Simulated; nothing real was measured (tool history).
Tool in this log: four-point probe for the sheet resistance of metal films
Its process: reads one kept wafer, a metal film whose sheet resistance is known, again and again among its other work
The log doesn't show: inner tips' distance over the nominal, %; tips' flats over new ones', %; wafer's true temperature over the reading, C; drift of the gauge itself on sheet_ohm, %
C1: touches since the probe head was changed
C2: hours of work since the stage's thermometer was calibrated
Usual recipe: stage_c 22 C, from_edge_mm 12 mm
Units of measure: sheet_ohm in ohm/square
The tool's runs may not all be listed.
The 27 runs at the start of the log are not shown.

{"run": 28, "hour": 423.0, "stage_c": 28, "from_edge_mm": 43, "C1": 18067, "C2": 1309, "sheet_ohm": 2.735033}
{"run": 29, "hour": 443.6, "stage_c": 28, "from_edge_mm": 43, "C1": 18399, "C2": 1321, "sheet_ohm": 2.735469}
{"run": 30, "hour": 460.8, "stage_c": 22, "from_edge_mm": 31, "C1": 18677, "C2": 1332, "sheet_ohm": 2.723418}
{"run": 31, "hour": 477.9, "stage_c": 22, "from_edge_mm": 31, "C1": 18952, "C2": 1342, "sheet_ohm": 2.723687}
{"run": 32, "hour": 494.0, "stage_c": 31, "from_edge_mm": 75, "C1": 19210, "C2": 1352, "sheet_ohm": 2.740701}
{"run": 33, "hour": 508.2, "stage_c": 19, "from_edge_mm": 8, "C1": 19440, "C2": 1361, "sheet_ohm": 2.738955}
{"run": 34, "hour": 524.1, "stage_c": 19, "from_edge_mm": 8, "C1": 19695, "C2": 1370, "sheet_ohm": 2.737789}
{"run": 35, "hour": 534.1, "stage_c": 22, "from_edge_mm": 8, "C1": 19858, "C2": 1376, "sheet_ohm": 2.744632}
{"run": 36, "hour": 547.1, "stage_c": 30, "from_edge_mm": 4, "C1": 20066, "C2": 1384, "sheet_ohm": 2.827808}
{"run": 37, "hour": 566.7, "stage_c": 20, "from_edge_mm": 24, "C1": 20382, "C2": 1396, "sheet_ohm": 2.721035}
{"run": 38, "hour": 578.3, "stage_c": 20, "from_edge_mm": 24, "C1": 20569, "C2": 1403, "sheet_ohm": 2.721205}
{"run": 39, "hour": 598.8, "stage_c": 29, "from_edge_mm": 8, "C1": 20899, "C2": 1416, "sheet_ohm": 2.759315}
{"run": 40, "hour": 613.9, "stage_c": 29, "from_edge_mm": 8, "C1": 21142, "C2": 1425, "sheet_ohm": 2.75966}
{"run": 41, "hour": 629.5, "stage_c": 30, "from_edge_mm": 3, "C1": 21395, "C2": 1434, "sheet_ohm": 2.892735}
{"run": 42, "hour": 642.0, "stage_c": 30, "from_edge_mm": 3, "C1": 21596, "C2": 1442, "sheet_ohm": 2.892097}
{"run": 43, "hour": 655.1, "stage_c": 30, "from_edge_mm": 3, "C1": 21807, "C2": 1450, "sheet_ohm": 2.892505}
{"run": 44, "hour": 672.9, "stage_c": 26, "from_edge_mm": 42, "C1": 22093, "C2": 1461, "sheet_ohm": 2.730893}

Each row is a separate what-if for the run after 44, all from the same tool condition, not one after another. Results?
{"run": "A", "hour": 684.0, "stage_c": 22, "from_edge_mm": 61, "C1": 22272, "C2": 1467, "sheet_ohm": "?"}
{"run": "B", "hour": 684.0, "stage_c": 21, "from_edge_mm": 12, "C1": 22272, "C2": 1467, "sheet_ohm": "?"}
{"run": "C", "hour": 684.0, "stage_c": 22, "from_edge_mm": 35, "C1": 22272, "C2": 1467, "sheet_ohm": "?"}
{"run": "D", "hour": 684.0, "stage_c": 30, "from_edge_mm": 42, "C1": 22272, "C2": 1467, "sheet_ohm": "?"}

run=A sheet_ohm=2.722207
run=B sheet_ohm=2.730219
run=C sheet_ohm=2.723069
run=D sheet_ohm=2.739379
What these runs would have given with no unlogged condition in the tool:
run=A sheet_ohm=2.722271
run=B sheet_ohm=2.730284
run=C sheet_ohm=2.723133
run=D sheet_ohm=2.739445
